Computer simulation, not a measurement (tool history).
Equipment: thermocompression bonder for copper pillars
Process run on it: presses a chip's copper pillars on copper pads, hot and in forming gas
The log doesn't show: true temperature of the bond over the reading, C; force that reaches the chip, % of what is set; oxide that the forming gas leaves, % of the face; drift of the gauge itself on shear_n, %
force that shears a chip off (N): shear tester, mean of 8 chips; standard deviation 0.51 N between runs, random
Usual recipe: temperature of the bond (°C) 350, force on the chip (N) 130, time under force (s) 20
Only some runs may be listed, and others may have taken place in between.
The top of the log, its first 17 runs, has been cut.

run   hour  temperature of the bond (°C)  force on the chip (N)  time under force (s)  hours of work since the heater was calibrated  hours of work since the force cell was calibrated  hours of work since the gas filter was changed  force that shears a chip off (N)
 18  370.2                           350                    103                    30                                            938                                               1042                                             226                              65.3
 19  384.2                           350                    103                    30                                            949                                               1053                                             237                              65.0
 20  405.8                           350                    103                    30                                            966                                               1070                                             254                              64.7
 21  430.5                           333                    151                    14                                            985                                               1089                                             274                              49.1
     434.3  -- force cell calibrated
 22  451.6                           333                    151                    14                                           1001                                                 14                                             289                              49.8
 23  466.1                           350                    139                    35                                           1012                                                 25                                             301                              77.2
 24  483.2                           350                    139                    35                                           1026                                                 39                                             314                              76.7
 25  511.8                           347                    103                    52                                           1048                                                 61                                             337                              75.1
 26  536.5                           347                    103                    52                                           1068                                                 81                                             356                              74.6
 27  550.3                           347                    103                    52                                           1079                                                 92                                             367                              73.5
     563.3  -- forming gas filter changed
     567.5  -- force cell calibrated, once more
 28  576.4                           344                    130                    46                                           1098                                                  7                                               9                              83.0
 29  602.8                           346                    115                    11                                           1119                                                 28                                              30                              47.7
 30  623.2                           346                    115                    11                                           1135                                                 44                                              46                              47.7
 31  648.7                           346                    115                    11                                           1155                                                 64                                              66                              46.6
 32  674.6                           372                    115                    11                                           1175                                                 85                                              87                              58.6
 33  697.4                           366                    159                    12                                           1193                                                103                                             105                              66.2
 34  727.8                           347                    159                    32                                           1217                                                127                                             129                              79.5
 35  755.3                           350                    130                    11                                           1239                                                148                                             151                              51.2
 36  780.9                           350                    130                    11                                           1259                                                169                                             171                              50.9
 37  807.7                           355                    130                    20                                           1281                                                190                                             192                              66.4
 38  824.7                           323                    130                    21                                           1294                                                203                                             205                              50.1
 39  838.6                           327                     88                    32                                           1305                                                214                                             216                              50.9

5 ways to go on from here, each from the tool as it stands after run 39. What would each give?
  A  853.8                           372                    135                    26                                           1317                                                226                                             228                                 ?
  B  853.8                           350                    158                    24                                           1317                                                226                                             228                                 ?
  C  853.8                           327                    100                    11                                           1317                                                226                                             228                                 ?
  D  853.8                           346                    163                    57                                           1317                                                226                                             228                                 ?
  E  853.8                           363                     88                    32                                           1317                                                226                                             228                                 ?

run  force that shears a chip off (N)
  A                              82.0
  B                              73.1
  C                              35.7
  D                              92.1
  E                              69.1
Stripped of hidden state, with their random variation kept, the same runs would have yielded:
run  force that shears a chip off (N)
  A                              82.4
  B                              72.5
  C                              34.4
  D                              92.7
  E                              68.6

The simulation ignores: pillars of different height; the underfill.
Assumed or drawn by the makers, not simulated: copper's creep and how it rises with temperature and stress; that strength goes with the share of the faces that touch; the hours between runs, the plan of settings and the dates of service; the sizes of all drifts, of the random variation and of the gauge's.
